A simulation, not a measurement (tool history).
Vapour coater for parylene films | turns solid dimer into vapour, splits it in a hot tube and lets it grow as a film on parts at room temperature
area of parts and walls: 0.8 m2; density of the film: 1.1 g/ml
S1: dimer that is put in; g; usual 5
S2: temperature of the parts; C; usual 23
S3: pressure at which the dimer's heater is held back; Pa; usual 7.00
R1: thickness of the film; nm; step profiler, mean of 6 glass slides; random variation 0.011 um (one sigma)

run 1 day=0.000 | S1=5 S2=23 S3=7.00 | R1=2770
run 2 day=1.758 | S1=5 S2=23 S3=7.00 | R1=2760
run 3 day=3.817 | S1=5 S2=29 S3=7.00 | R1=2160
run 4 day=4.896 | S1=5 S2=29 S3=7.00 | R1=2170
run 5 day=6.792 | S1=5 S2=23 S3=10.74 | R1=2660
run 6 day=8.117 | S1=5 S2=23 S3=10.74 | R1=2640
run 7 day=9.025 | S1=5 S2=23 S3=10.74 | R1=2630
run 8 day=9.992 | S1=5 S2=23 S3=11.20 | R1=2620
run 9 day=11.233 | S1=4 S2=23 S3=3.90 | R1=2270
-- day=11.858 trap's valve overhauled
-- day=12.279 table's thermometer calibrated
run 10 day=13.562 | S1=7 S2=25 S3=3.90 | R1=3790
run 11 day=15.679 | S1=7 S2=25 S3=3.90 | R1=3790
run 12 day=17.646 | S1=8 S2=23 S3=7.00 | R1=4470
run 13 day=18.604 | S1=5 S2=18 S3=7.00 | R1=3400
run 14 day=19.542 | S1=5 S2=18 S3=7.00 | R1=3380
run 15 day=20.667 | S1=3 S2=20 S3=8.22 | R1=1850

4 ways to go on from here, each from the tool as it stands after run 15. What would each give?
run A day=22.471 | S1=3 S2=35 S3=2.37 | R1=?
run B day=22.471 | S1=5 S2=24 S3=2.01 | R1=?
run C day=22.471 | S1=3 S2=20 S3=5.44 | R1=?
run D day=22.471 | S1=5 S2=31 S3=3.72 | R1=?

run=A R1=1140
run=B R1=2930
run=C R1=1910
run=D R1=2130
Without the tool's hidden state the same runs would have given:
run=A R1=1160
run=B R1=2980
run=C R1=1940
run=D R1=2170

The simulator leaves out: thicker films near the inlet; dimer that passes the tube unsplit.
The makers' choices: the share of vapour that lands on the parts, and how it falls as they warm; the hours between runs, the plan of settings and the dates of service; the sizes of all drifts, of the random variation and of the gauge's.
